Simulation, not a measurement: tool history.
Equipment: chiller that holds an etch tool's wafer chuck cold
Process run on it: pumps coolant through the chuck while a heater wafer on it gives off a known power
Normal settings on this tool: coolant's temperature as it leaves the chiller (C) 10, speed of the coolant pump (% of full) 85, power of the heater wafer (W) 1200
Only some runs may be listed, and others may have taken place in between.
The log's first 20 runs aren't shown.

run,hour,coolant's temperature as it leaves the chiller (C),speed of the coolant pump (% of full),power of the heater wafer (W),chuck's temperature once it has settled (C),how much warmer the coolant comes back (C)
21,612.6,10,92,1200,18.8,4.61
22,646.4,10,90,1200,19.1,4.66
23,668.0,19,99,1200,27.3,4.19
24,699.1,10,98,1200,18.4,4.28
25,720.9,10,98,1200,18.4,4.31
26,760.6,18,64,979,27.4,5.61
27,794.4,10,73,1037,19.0,5.09
28,820.9,10,73,1037,19.1,5.16
29,856.4,10,80,1023,18.4,4.59
30,872.7,10,86,974,17.6,3.97
31,893.5,10,80,1471,22.2,6.56

Branching from run 31: 4 alternative next runs. What would each branch give?
A,932.5,10,74,1200,?,?
B,932.5,9,71,1195,?,?
C,932.5,10,85,1768,?,?
D,932.5,3,80,1471,?,?

run,chuck's temperature once it has settled (C),how much warmer the coolant comes back (C)
A,20.4,5.84
B,19.7,6.02
C,23.9,7.45
D,14.9,6.56
With the hidden condition removed and each run's random variation left untouched, the same runs would have given:
run,chuck's temperature once it has settled (C),how much warmer the coolant comes back (C)
A,20.4,5.84
B,19.7,6.02
C,23.9,7.45
D,14.9,6.56
